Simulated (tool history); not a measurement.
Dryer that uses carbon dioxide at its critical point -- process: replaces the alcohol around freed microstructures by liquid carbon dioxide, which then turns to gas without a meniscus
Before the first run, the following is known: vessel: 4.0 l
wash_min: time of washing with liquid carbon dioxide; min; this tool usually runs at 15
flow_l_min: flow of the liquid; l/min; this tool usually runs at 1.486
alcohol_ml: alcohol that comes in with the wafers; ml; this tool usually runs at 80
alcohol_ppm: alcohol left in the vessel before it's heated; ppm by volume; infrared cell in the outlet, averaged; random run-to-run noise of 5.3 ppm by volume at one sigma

Run 1, hour 0: usual settings. Result: alcohol_ppm 333 ppm by volume.
Run 2, hour 66: usual settings. Result: alcohol_ppm 345 ppm by volume.
Run 3, hour 135.7: usual settings. Result: alcohol_ppm 365 ppm by volume.
Run 4, hour 207.7: usual settings. Result: alcohol_ppm 386 ppm by volume.
Run 5, hour 284: usual settings. Result: alcohol_ppm 248 ppm by volume.
Run 6, hour 347.3: usual settings. Result: alcohol_ppm 117 ppm by volume.
Run 7, hour 413.6: usual settings. Result: alcohol_ppm 125 ppm by volume.
Run 8, hour 455.3: usual settings. Result: alcohol_ppm 133 ppm by volume.
Run 9, hour 521.6: usual settings. Result: alcohol_ppm 146 ppm by volume.
Run 10, hour 592.9: usual settings but wash_min 16 min. Result: alcohol_ppm 118 ppm by volume.
Run 11, hour 637: usual settings but wash_min 16 min. Result: alcohol_ppm 132 ppm by volume.
Run 12, hour 708.4: usual settings but wash_min 16 min. Result: alcohol_ppm 145 ppm by volume.
Run 13, hour 761.6: usual settings. Result: alcohol_ppm 190 ppm by volume.
Run 14, hour 815.4: usual settings. Result: alcohol_ppm 189 ppm by volume.
Run 15, hour 884.1: usual settings but flow_l_min 1.83 l/min. Result: alcohol_ppm 101 ppm by volume.
Run 16, hour 931.2: usual settings but wash_min 11 min. Result: alcohol_ppm 601 ppm by volume.
Run 17, hour 983.9: usual settings but wash_min 11 min. Result: alcohol_ppm 625 ppm by volume.
Run 18, hour 1020.6: usual settings. Result: alcohol_ppm 232 ppm by volume.
Run 19, hour 1082.6: usual settings. Result: alcohol_ppm 243 ppm by volume.
Run 20, hour 1126: usual settings. Result: alcohol_ppm 256 ppm by volume.
Run 21, hour 1188.8: usual settings. Result: alcohol_ppm 269 ppm by volume.
Run 22, hour 1236.6: usual settings but flow_l_min 1.15 l/min. Result: alcohol_ppm 634 ppm by volume.
Run 23, hour 1299.3: usual settings but flow_l_min 1.15 l/min. Result: alcohol_ppm 626 ppm by volume.
Run 24, hour 1343.5: usual settings but wash_min 19 min, flow_l_min 1.39 l/min, alcohol_ml 23 ml. Result: alcohol_ppm 124 ppm by volume.
Run 25, hour 1392.8: usual settings but wash_min 19 min, flow_l_min 1.39 l/min, alcohol_ml 23 ml. Result: alcohol_ppm 137 ppm by volume.
Run 26, hour 1455.8: usual settings but wash_min 19 min, flow_l_min 1.39 l/min, alcohol_ml 23 ml. Result: alcohol_ppm 144 ppm by volume.
Run 27, hour 1489.1: usual settings but wash_min 12 min, flow_l_min 1.78 l/min, alcohol_ml 63 ml. Result: alcohol_ppm 324 ppm by volume.
Run 28, hour 1535.9: usual settings but wash_min 23 min, alcohol_ml 61 ml. Result: alcohol_ppm 154 ppm by volume.
Run 29, hour 1577: usual settings but wash_min 21 min, flow_l_min 1.2 l/min, alcohol_ml 37 ml. Result: alcohol_ppm 195 ppm by volume.
Run 30, hour 1632: usual settings but wash_min 16 min, flow_l_min 1.93 l/min, alcohol_ml 37 ml. Result: alcohol_ppm 151 ppm by volume.
Run 31, hour 1692: usual settings but flow_l_min 1.26 l/min, alcohol_ml 29 ml. Result: alcohol_ppm 308 ppm by volume.
Run 32, hour 1743.4: usual settings but wash_min 22 min, flow_l_min 1.04 l/min, alcohol_ml 88 ml. Result: alcohol_ppm 369 ppm by volume.
Run 33, hour 1813.2: usual settings but wash_min 14 min, flow_l_min 1.8 l/min, alcohol_ml 115 ml. Result: alcohol_ppm 76 ppm by volume.
Run 34, hour 1885.8: usual settings but wash_min 14 min, flow_l_min 1.8 l/min, alcohol_ml 115 ml. Result: alcohol_ppm 89 ppm by volume.
Run 35, hour 1947.1: usual settings but wash_min 10 min, flow_l_min 2.26 l/min. Result: alcohol_ppm 117 ppm by volume.
Run 36, hour 2011.7: usual settings but wash_min 12 min, flow_l_min 1.04 l/min, alcohol_ml 34 ml. Result: alcohol_ppm 540 ppm by volume.
Run 37, hour 2045.2: usual settings but wash_min 9 min, flow_l_min 1.03 l/min, alcohol_ml 35 ml. Result: alcohol_ppm 1111 ppm by volume.
Run 38, hour 2081.5: usual settings but wash_min 22 min, flow_l_min 1.33 l/min, alcohol_ml 27 ml. Result: alcohol_ppm 37 ppm by volume.
Run 39, hour 2112.9: usual settings but wash_min 22 min, flow_l_min 1.33 l/min, alcohol_ml 27 ml. Result: alcohol_ppm 52 ppm by volume.
Run 40, hour 2149.5: usual settings but wash_min 9 min, flow_l_min 1.46 l/min, alcohol_ml 27 ml. Result: alcohol_ppm 381 ppm by volume.
Run 41, hour 2201.2: usual settings but wash_min 9 min, flow_l_min 1.46 l/min, alcohol_ml 27 ml. Result: alcohol_ppm 390 ppm by volume.
Run 42, hour 2255.2: usual settings but wash_min 22 min, alcohol_ml 44 ml. Result: alcohol_ppm 66 ppm by volume.
Run 43, hour 2293.3: usual settings but wash_min 22 min, alcohol_ml 44 ml. Result: alcohol_ppm 71 ppm by volume.
Run 44, hour 2358.8: usual settings but wash_min 22 min, alcohol_ml 44 ml. Result: alcohol_ppm 72 ppm by volume.
Run 45, hour 2409.2: usual settings but wash_min 10 min, flow_l_min 1.65 l/min, alcohol_ml 40 ml. Result: alcohol_ppm 325 ppm by volume.
Run 46, hour 2471.9: usual settings but wash_min 16 min, alcohol_ml 34 ml. Result: alcohol_ppm 120 ppm by volume.

Not shown: 4 entries that the log had between the listed runs. Between which runs, and how does the tool's hidden state differ before and after?
Between runs 4 and 5: purifier's bed changed (hour 272.7)
  flow that reaches the vessel past the clogged filter, %: 84.8 -> 84.1; alcohol in the recycled carbon dioxide, ppm: 153.4 -> 7.2
  what was measured, less what the result would be without the hidden state, alcohol_ppm: +279 -> +139 ppm by volume
Between runs 5 and 6: inlet filter changed (hour 289.7)
  flow that reaches the vessel past the clogged filter, %: 84.1 -> 99.4; alcohol in the recycled carbon dioxide, ppm: 7.2 -> 13.3
  what was measured, less what the result would be without the hidden state, alcohol_ppm: +139 -> +11 ppm by volume
Between runs 32 and 33: purifier's bed changed (hour 1775.2); inlet filter changed (hour 1806.5)
  flow that reaches the vessel past the clogged filter, %: 85.4 -> 99.3; alcohol in the recycled carbon dioxide, ppm: 152.9 -> 9.2
  what was measured, less what the result would be without the hidden state, alcohol_ppm: +264 -> +7 ppm by volume
